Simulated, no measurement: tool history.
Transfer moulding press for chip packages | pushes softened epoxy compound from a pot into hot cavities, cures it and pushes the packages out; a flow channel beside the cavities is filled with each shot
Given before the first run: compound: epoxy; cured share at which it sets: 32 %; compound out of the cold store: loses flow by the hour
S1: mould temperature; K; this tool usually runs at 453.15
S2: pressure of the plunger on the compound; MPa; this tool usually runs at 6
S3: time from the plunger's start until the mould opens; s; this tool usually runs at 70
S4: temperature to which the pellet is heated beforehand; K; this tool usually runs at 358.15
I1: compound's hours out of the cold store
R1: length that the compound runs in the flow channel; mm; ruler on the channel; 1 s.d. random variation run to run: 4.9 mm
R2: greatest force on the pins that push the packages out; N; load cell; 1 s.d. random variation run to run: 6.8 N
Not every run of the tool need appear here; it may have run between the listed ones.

run,hour,S1,S2,S3,S4,I1,R1,R2
1,0,453.15,6,70,358.15,9.4,836,580
# hour 21.9: cavities cleaned with cleaning compound and waxed
2,29.2,449.15,6,70,358.15,16.3,807,446
3,58.3,449.15,6,70,358.15,47.1,663,518
4,82.4,449.15,6,70,358.15,29.4,730,674
# hour 101.3: cavities cleaned with cleaning compound and waxed
5,114.5,449.15,6,70,358.15,30.9,712,447
6,129.2,453.15,6,78,358.15,14.3,792,350
7,150,453.15,6,70,358.15,29,722,479
8,174.6,453.15,6,75,358.15,23.9,740,485
# hour 180.7: cavities cleaned with cleaning compound and waxed
9,205.3,453.15,6,75,358.15,35,692,367
10,227,453.15,6,58,358.15,14.8,771,840
# hour 260.9: cavities cleaned with cleaning compound and waxed
11,261.5,453.15,6,58,358.15,26.4,723,475
12,284.5,453.15,6,58,358.15,10.5,799,738
13,313.1,453.15,6,70,358.15,44.4,628,488
14,334.1,453.15,6,54,358.15,22.4,726,1063
# hour 341.4: cavities cleaned with cleaning compound and waxed
15,352.6,453.15,6,54,358.15,41.4,641,618
# hour 357.5: plunger's sealing rings changed
16,379.6,453.15,6,54,358.15,33.9,737,846
17,411.2,453.15,6,54,358.15,17.1,816,1070
# hour 425: cavities cleaned with cleaning compound and waxed
18,430.1,453.15,6,54,358.15,28.8,763,616
19,445,451.15,5.89,70,361.15,26.2,761,436
20,475.9,453.15,5.83,70,358.15,17.7,792,510
21,491.3,453.15,5.83,70,358.15,28.4,741,524
# hour 505: cavities cleaned with cleaning compound and waxed
22,509,453.15,5.83,70,358.15,32.7,719,321
23,542,461.15,6.62,105,357.15,9.9,877,333
24,567.4,461.15,6.62,105,357.15,8.1,882,365
# hour 585.6: cavities cleaned with cleaning compound and waxed
25,588.8,461.15,6.62,105,357.15,41.7,703,222
26,604.2,461.15,6.62,105,357.15,21,793,282
27,637.6,461.15,6.62,105,357.15,31.3,753,349
# hour 667: cavities cleaned with cleaning compound and waxed
28,667.2,448.15,6,82,359.15,39.8,677,266
29,682.9,446.15,5.36,62,349.15,19,725,831

Each row is a separate what-if for the run after 29, all from the same tool condition, not one after another. Results?
A,719.3,455.15,4.87,50,358.15,20,?,?
B,719.3,459.15,7.43,70,352.15,21.8,?,?
C,719.3,456.15,5.36,108,359.15,38.6,?,?

run,R1,R2
A,684,1079
B,836,382
C,631,359
Without the tool's unlogged condition, the same runs would have read:
run,R1,R2
A,731,636
B,894,219
C,674,202

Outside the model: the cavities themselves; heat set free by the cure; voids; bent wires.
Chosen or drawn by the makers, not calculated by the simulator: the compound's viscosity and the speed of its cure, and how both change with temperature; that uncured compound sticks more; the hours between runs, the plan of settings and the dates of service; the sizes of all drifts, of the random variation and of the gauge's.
